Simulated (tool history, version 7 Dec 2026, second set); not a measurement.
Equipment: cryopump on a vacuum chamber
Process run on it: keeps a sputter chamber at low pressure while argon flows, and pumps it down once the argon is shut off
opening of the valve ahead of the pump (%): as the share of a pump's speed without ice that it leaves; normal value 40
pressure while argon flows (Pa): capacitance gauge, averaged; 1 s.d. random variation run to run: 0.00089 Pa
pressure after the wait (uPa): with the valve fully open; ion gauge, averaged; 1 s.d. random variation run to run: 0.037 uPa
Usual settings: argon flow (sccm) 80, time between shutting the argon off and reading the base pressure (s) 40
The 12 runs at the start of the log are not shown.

run,hour,argon flow (sccm),time between shutting the argon off and reading the base pressure (s),opening of the valve ahead of the pump (%),pressure while argon flows (Pa),pressure after the wait (uPa)
13,210.3,52,40,40,0.1346,2.21
14,230.7,52,40,40,0.1353,2.22
15,255.6,52,40,40,0.1356,2.25
16,269.5,52,40,40,0.1377,2.20
17,294.4,80,40,40,0.2141,2.19
18,318.9,80,40,40,0.2154,2.22
19,330.7,80,40,40,0.2152,2.24
20,356.0,113,40,40,0.3090,2.27
21,366.7,113,40,40,0.3117,2.27
22,382.6,124,141,39,0.3478,0.88
23,399.4,124,188,21,0.5978,0.74
24,410.4,124,188,21,0.6036,0.73
# hour 429.0: pump warmed up, emptied and cooled again
25,432.4,34,82,26,0.1213,1.19
26,450.0,34,82,26,0.1224,1.17
27,471.1,75,40,48,0.1486,2.22
28,493.1,75,36,48,0.1500,2.43
29,512.5,75,36,48,0.1491,2.31
30,533.9,75,48,48,0.1501,1.89
31,559.8,56,40,24,0.2213,2.14
32,575.6,56,40,24,0.2232,2.19
33,586.8,56,40,24,0.2217,2.23

Here are 4 independent what-if runs from the current tool condition. What would each one return?
A,597.2,108,84,17,?,?
B,597.2,106,122,29,?,?
C,597.2,81,296,50,?,?
D,597.2,119,40,40,?,?

run,pressure while argon flows (Pa),pressure after the wait (uPa)
A,0.5988,1.22
B,0.3505,0.84
C,0.1590,0.54
D,0.2887,2.18
Had the tool no hidden state, the same runs would have come out as:
run,pressure while argon flows (Pa),pressure after the wait (uPa)
A,0.5872,1.10
B,0.3390,0.72
C,0.1502,0.42
D,0.2758,2.06
